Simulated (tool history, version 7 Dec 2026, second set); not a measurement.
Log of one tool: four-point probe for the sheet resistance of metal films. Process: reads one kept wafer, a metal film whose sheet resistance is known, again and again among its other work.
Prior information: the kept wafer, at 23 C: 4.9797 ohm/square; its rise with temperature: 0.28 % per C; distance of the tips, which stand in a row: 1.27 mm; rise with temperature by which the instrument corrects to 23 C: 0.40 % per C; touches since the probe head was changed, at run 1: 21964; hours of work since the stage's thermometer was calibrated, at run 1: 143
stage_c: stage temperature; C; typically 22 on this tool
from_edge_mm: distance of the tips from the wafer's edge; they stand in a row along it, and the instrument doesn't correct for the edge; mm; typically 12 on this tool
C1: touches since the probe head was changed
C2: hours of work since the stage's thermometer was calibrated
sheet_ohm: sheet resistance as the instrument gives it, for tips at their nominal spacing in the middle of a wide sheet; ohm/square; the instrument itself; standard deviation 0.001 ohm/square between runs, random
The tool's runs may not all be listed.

{"run": 1, "day": 0.0, "stage_c": 22, "from_edge_mm": 12, "C1": 21964, "C2": 143, "sheet_ohm": 5.016411}
{"run": 2, "day": 0.788, "stage_c": 22, "from_edge_mm": 12, "C1": 22455, "C2": 154, "sheet_ohm": 5.016457}
{"run": 3, "day": 1.408, "stage_c": 22, "from_edge_mm": 12, "C1": 22843, "C2": 163, "sheet_ohm": 5.016003}
{"run": 4, "day": 1.921, "stage_c": 22, "from_edge_mm": 23, "C1": 23162, "C2": 170, "sheet_ohm": 4.992494}
{"run": 5, "day": 2.717, "stage_c": 22, "from_edge_mm": 23, "C1": 23657, "C2": 180, "sheet_ohm": 4.994411}
{"run": 6, "day": 3.475, "stage_c": 22, "from_edge_mm": 23, "C1": 24130, "C2": 191, "sheet_ohm": 4.992904}
{"run": 7, "day": 4.038, "stage_c": 31, "from_edge_mm": 12, "C1": 24480, "C2": 198, "sheet_ohm": 4.964994}
{"run": 8, "day": 4.562, "stage_c": 31, "from_edge_mm": 12, "C1": 24806, "C2": 206, "sheet_ohm": 4.964561}
{"run": 9, "day": 4.958, "stage_c": 31, "from_edge_mm": 12, "C1": 25054, "C2": 211, "sheet_ohm": 4.963751}
{"run": 10, "day": 5.596, "stage_c": 31, "from_edge_mm": 12, "C1": 25450, "C2": 220, "sheet_ohm": 4.96262}
{"run": 11, "day": 6.292, "stage_c": 22, "from_edge_mm": 4, "C1": 25885, "C2": 229, "sheet_ohm": 5.241081}
{"run": 12, "day": 6.717, "stage_c": 22, "from_edge_mm": 4, "C1": 26150, "C2": 235, "sheet_ohm": 5.240296}
{"run": 13, "day": 7.517, "stage_c": 22, "from_edge_mm": 4, "C1": 26649, "C2": 246, "sheet_ohm": 5.242652}
{"run": 14, "day": 7.946, "stage_c": 23, "from_edge_mm": 12, "C1": 26916, "C2": 252, "sheet_ohm": 5.010005}
{"run": 15, "day": 8.575, "stage_c": 20, "from_edge_mm": 11, "C1": 27308, "C2": 260, "sheet_ohm": 5.034512}
{"run": 16, "day": 9.083, "stage_c": 20, "from_edge_mm": 11, "C1": 27624, "C2": 267, "sheet_ohm": 5.033271}
{"run": 17, "day": 9.542, "stage_c": 20, "from_edge_mm": 11, "C1": 27911, "C2": 273, "sheet_ohm": 5.033965}
{"run": 18, "day": 10.288, "stage_c": 19, "from_edge_mm": 41, "C1": 28376, "C2": 284, "sheet_ohm": 5.006549}
{"run": 19, "day": 10.988, "stage_c": 31, "from_edge_mm": 18, "C1": 28812, "C2": 293, "sheet_ohm": 4.946946}
{"run": 20, "day": 11.708, "stage_c": 31, "from_edge_mm": 18, "C1": 29260, "C2": 303, "sheet_ohm": 4.946961}
{"run": 21, "day": 12.346, "stage_c": 22, "from_edge_mm": 11, "C1": 29659, "C2": 312, "sheet_ohm": 5.022077}
{"run": 22, "day": 12.858, "stage_c": 28, "from_edge_mm": 65, "C1": 29976, "C2": 319, "sheet_ohm": 4.951699}
{"run": 23, "day": 13.483, "stage_c": 23, "from_edge_mm": 29, "C1": 30367, "C2": 327, "sheet_ohm": 4.98675}
{"run": 24, "day": 14.067, "stage_c": 23, "from_edge_mm": 29, "C1": 30729, "C2": 335, "sheet_ohm": 4.984265}
{"run": 25, "day": 14.492, "stage_c": 31, "from_edge_mm": 62, "C1": 30995, "C2": 341, "sheet_ohm": 4.934388}

Here are 5 independent what-if runs from the current tool condition. What would each one return?
{"run": "A", "day": 15.225, "stage_c": 22, "from_edge_mm": 42, "C1": 31451, "C2": 351, "sheet_ohm": "?"}
{"run": "B", "day": 15.225, "stage_c": 18, "from_edge_mm": 37, "C1": 31451, "C2": 351, "sheet_ohm": "?"}
{"run": "C", "day": 15.225, "stage_c": 23, "from_edge_mm": 30, "C1": 31451, "C2": 351, "sheet_ohm": "?"}
{"run": "D", "day": 15.225, "stage_c": 19, "from_edge_mm": 7, "C1": 31451, "C2": 351, "sheet_ohm": "?"}
{"run": "E", "day": 15.225, "stage_c": 23, "from_edge_mm": 5, "C1": 31451, "C2": 351, "sheet_ohm": "?"}

run=A sheet_ohm=4.987786
run=B sheet_ohm=5.011617
run=C sheet_ohm=4.984367
run=D sheet_ohm=5.091423
run=E sheet_ohm=5.146083
Had the tool no hidden state, the same runs would have come out as:
run=A sheet_ohm=4.987993
run=B sheet_ohm=5.011824
run=C sheet_ohm=4.984573
run=D sheet_ohm=5.091634
run=E sheet_ohm=5.146296

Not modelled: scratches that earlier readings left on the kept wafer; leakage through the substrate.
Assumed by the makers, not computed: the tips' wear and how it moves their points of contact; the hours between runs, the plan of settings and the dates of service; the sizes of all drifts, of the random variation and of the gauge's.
